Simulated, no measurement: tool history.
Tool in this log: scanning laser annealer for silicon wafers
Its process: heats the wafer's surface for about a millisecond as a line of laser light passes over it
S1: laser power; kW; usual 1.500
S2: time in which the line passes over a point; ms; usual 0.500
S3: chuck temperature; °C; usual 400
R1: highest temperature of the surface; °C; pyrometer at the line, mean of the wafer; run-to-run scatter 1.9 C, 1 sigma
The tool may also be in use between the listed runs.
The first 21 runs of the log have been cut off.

{"run": 22, "hour": 373.8, "S1": 1.581, "S2": 0.482, "S3": 400, "R1": 1225}
{"run": 23, "hour": 385.5, "S1": 1.581, "S2": 0.482, "S3": 400, "R1": 1226}
{"run": 24, "hour": 401.5, "S1": 1.581, "S2": 0.482, "S3": 400, "R1": 1225}
{"run": 25, "hour": 412.7, "S1": 1.603, "S2": 0.447, "S3": 400, "R1": 1208}
{"run": 26, "hour": 426.9, "S1": 1.603, "S2": 0.447, "S3": 400, "R1": 1205}
{"run": 27, "hour": 443.5, "S1": 1.496, "S2": 0.5, "S3": 391, "R1": 1184}
{"run": 28, "hour": 467.2, "S1": 1.642, "S2": 0.617, "S3": 371, "R1": 1351}
{"run": 29, "hour": 481.2, "S1": 1.642, "S2": 0.617, "S3": 371, "R1": 1353}
{"run": 30, "hour": 502.2, "S1": 1.5, "S2": 0.411, "S3": 400, "R1": 1116}
{"run": 31, "hour": 515.0, "S1": 1.5, "S2": 0.366, "S3": 386, "R1": 1060}
{"run": 32, "hour": 527.7, "S1": 1.283, "S2": 0.5, "S3": 413, "R1": 1083}
{"run": 33, "hour": 540.3, "S1": 1.283, "S2": 0.433, "S3": 413, "R1": 1034}
{"run": 34, "hour": 560.5, "S1": 1.5, "S2": 0.523, "S3": 413, "R1": 1228}
{"run": 35, "hour": 581.3, "S1": 1.5, "S2": 0.523, "S3": 413, "R1": 1225}
{"run": 36, "hour": 603.2, "S1": 1.5, "S2": 0.523, "S3": 413, "R1": 1224}
{"run": 37, "hour": 622.2, "S1": 1.5, "S2": 0.523, "S3": 413, "R1": 1228}
{"run": 38, "hour": 639.2, "S1": 1.5, "S2": 0.523, "S3": 413, "R1": 1226}
{"run": 39, "hour": 652.4, "S1": 1.347, "S2": 0.618, "S3": 412, "R1": 1201}
{"run": 40, "hour": 676.6, "S1": 1.5, "S2": 0.5, "S3": 419, "R1": 1213}
{"run": 41, "hour": 697.8, "S1": 1.5, "S2": 0.5, "S3": 419, "R1": 1210}

Predict each of these 4 candidate next runs independently; none follows another, all start after run 41:
{"run": "A", "hour": 721.1, "S1": 1.631, "S2": 0.5, "S3": 419, "R1": "?"}
{"run": "B", "hour": 721.1, "S1": 1.5, "S2": 0.614, "S3": 424, "R1": "?"}
{"run": "C", "hour": 721.1, "S1": 1.645, "S2": 0.5, "S3": 400, "R1": "?"}
{"run": "D", "hour": 721.1, "S1": 1.613, "S2": 0.5, "S3": 419, "R1": "?"}

run=A R1=1289
run=B R1=1307
run=C R1=1277
run=D R1=1283
Had the tool no hidden state, the same runs would have come out as:
run=A R1=1291
run=B R1=1308
run=C R1=1278
run=D R1=1284
